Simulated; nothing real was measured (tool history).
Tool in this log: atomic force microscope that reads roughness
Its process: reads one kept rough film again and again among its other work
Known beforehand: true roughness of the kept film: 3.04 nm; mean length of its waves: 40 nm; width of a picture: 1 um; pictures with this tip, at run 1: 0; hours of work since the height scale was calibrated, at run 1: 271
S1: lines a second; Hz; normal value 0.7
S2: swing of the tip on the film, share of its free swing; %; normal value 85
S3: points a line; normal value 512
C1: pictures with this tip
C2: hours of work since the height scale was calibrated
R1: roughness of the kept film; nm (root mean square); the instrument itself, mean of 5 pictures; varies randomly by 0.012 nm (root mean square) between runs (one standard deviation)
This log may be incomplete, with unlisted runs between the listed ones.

| run | hour | S1 | S2 | S3 | C1 | C2 | R1 |
|---|---|---|---|---|---|---|---|
| 1 | 0 | 0.7 | 85 | 512 | 0 | 271 | 2.716 |
| 2 | 15.9 | 0.7 | 85 | 512 | 24 | 279 | 2.673 |
| 3 | 26.9 | 0.7 | 85 | 512 | 41 | 283 | 2.679 |
| 4 | 44 | 0.7 | 85 | 512 | 68 | 291 | 2.623 |
| 5 | 58.2 | 0.7 | 67 | 512 | 90 | 297 | 2.699 |
| 6 | 70.3 | 0.7 | 85 | 512 | 108 | 303 | 2.613 |
| 7 | 83.6 | 2.413 | 85 | 512 | 129 | 309 | 2.218 |
| 8 | 98.4 | 2.413 | 85 | 512 | 152 | 315 | 2.201 |
| 9 | 114.9 | 2.413 | 85 | 512 | 177 | 323 | 2.173 |
| 10 | 125.1 | 2.413 | 85 | 512 | 193 | 327 | 2.173 |
| 11 | 138.6 | 2.413 | 85 | 512 | 214 | 333 | 2.144 |
| 12 | 147.1 | 2.413 | 85 | 512 | 227 | 337 | 2.116 |
|  | 152.5 | new tip fitted |
| 13 | 164.6 | 0.7 | 85 | 578 | 18 | 345 | 2.675 |
| 14 | 174.6 | 0.7 | 68 | 578 | 34 | 349 | 2.774 |
| 15 | 191.9 | 0.7 | 68 | 578 | 61 | 357 | 2.773 |
| 16 | 198.9 | 3.502 | 77 | 1020 | 71 | 360 | 2.281 |
| 17 | 208.5 | 1.795 | 73 | 453 | 86 | 365 | 2.546 |
| 18 | 223.5 | 1.795 | 73 | 453 | 109 | 371 | 2.514 |
| 19 | 236.1 | 0.534 | 56 | 512 | 129 | 377 | 2.731 |
| 20 | 249.7 | 0.548 | 61 | 635 | 150 | 383 | 2.707 |
| 21 | 261.6 | 0.548 | 68 | 723 | 168 | 388 | 2.656 |
| 22 | 275 | 0.624 | 63 | 723 | 189 | 394 | 2.661 |
| 23 | 289.5 | 3.91 | 82 | 259 | 211 | 401 | 1.956 |
| 24 | 300 | 2.196 | 90 | 716 | 227 | 406 | 2.084 |
|  | 305.9 | new tip fitted |
| 25 | 314.4 | 2.196 | 90 | 716 | 13 | 412 | 2.246 |
| 26 | 329.3 | 2.196 | 90 | 716 | 36 | 418 | 2.233 |
| 27 | 339.4 | 1.593 | 67 | 735 | 51 | 423 | 2.666 |

Below, some changes in R1 between adjacent runs. For each, the amount present without the hidden state too (settings, incoming material, random variation) and the amount remaining for the hidden state with gauge scatter not shared by both compared results:
Hidden state at play: radius of the tip, nm; height scale over the true one, %; drift of the gauge itself on roughness_nm, %.
Run 12 -> 13: S1 2.413 -> 0.7, S3 512 -> 578, new tip fitted. R1 +0.559 nm (root mean square): hidden state +0.168, all else +0.391.
Run 22 -> 23: S1 0.624 -> 3.91, S2 63 -> 82, S3 723 -> 259. R1 -0.705 nm (root mean square): hidden state +0.041, all else -0.746.
Run 24 -> 25: new tip fitted. R1 +0.162 nm (root mean square): hidden state +0.174, all else -0.012.
